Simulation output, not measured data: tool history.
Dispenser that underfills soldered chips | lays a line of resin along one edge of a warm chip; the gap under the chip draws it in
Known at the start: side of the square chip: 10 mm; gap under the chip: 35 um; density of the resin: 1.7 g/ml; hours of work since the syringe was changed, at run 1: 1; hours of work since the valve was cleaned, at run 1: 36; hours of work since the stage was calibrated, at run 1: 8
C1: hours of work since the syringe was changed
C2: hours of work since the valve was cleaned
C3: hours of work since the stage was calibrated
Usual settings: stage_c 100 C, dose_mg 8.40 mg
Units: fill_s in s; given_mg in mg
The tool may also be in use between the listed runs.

{"run": 1, "day": 0.0, "stage_c": 100, "dose_mg": 8.4, "C1": 1, "C2": 36, "C3": 8, "fill_s": 42.1, "given_mg": 8.15}
{"run": 2, "day": 0.125, "stage_c": 100, "dose_mg": 8.4, "C1": 4, "C2": 39, "C3": 10, "fill_s": 46.4, "given_mg": 8.11}
{"day": 0.262, "done": "new syringe of resin"}
{"run": 3, "day": 0.288, "stage_c": 100, "dose_mg": 8.4, "C1": 0, "C2": 41, "C3": 13, "fill_s": 39.2, "given_mg": 8.12}
{"run": 4, "day": 0.45, "stage_c": 100, "dose_mg": 7.22, "C1": 3, "C2": 44, "C3": 16, "fill_s": 47.0, "given_mg": 6.96}
{"day": 0.604, "done": "new syringe of resin"}
{"day": 0.692, "done": "dispensing valve cleaned and set on the balance"}
{"run": 5, "day": 0.7, "stage_c": 102, "dose_mg": 8.4, "C1": 1, "C2": 0, "C3": 19, "fill_s": 39.4, "given_mg": 8.41}
{"run": 6, "day": 0.908, "stage_c": 108, "dose_mg": 8.4, "C1": 5, "C2": 4, "C3": 23, "fill_s": 38.3, "given_mg": 8.33}
{"day": 0.988, "done": "new syringe of resin"}
{"run": 7, "day": 1.121, "stage_c": 104, "dose_mg": 8.4, "C1": 2, "C2": 7, "C3": 27, "fill_s": 38.2, "given_mg": 8.32}
{"run": 8, "day": 1.221, "stage_c": 100, "dose_mg": 8.4, "C1": 4, "C2": 9, "C3": 29, "fill_s": 46.7, "given_mg": 8.34}
{"day": 1.329, "done": "new syringe of resin"}
{"run": 9, "day": 1.425, "stage_c": 109, "dose_mg": 9.69, "C1": 2, "C2": 13, "C3": 32, "fill_s": 31.3, "given_mg": 9.59}

Run 10 comes next. What will it give?
{"run": 10, "day": 1.538, "stage_c": 114, "dose_mg": 9.69, "C1": 4, "C2": 15, "C3": 34, "fill_s": "?", "given_mg": "?"}

fill_s: 30.7 s
given_mg: 9.52 mg
Without the tool's hidden state the same run would have given fill_s 26.1 s, given_mg 9.64 mg.
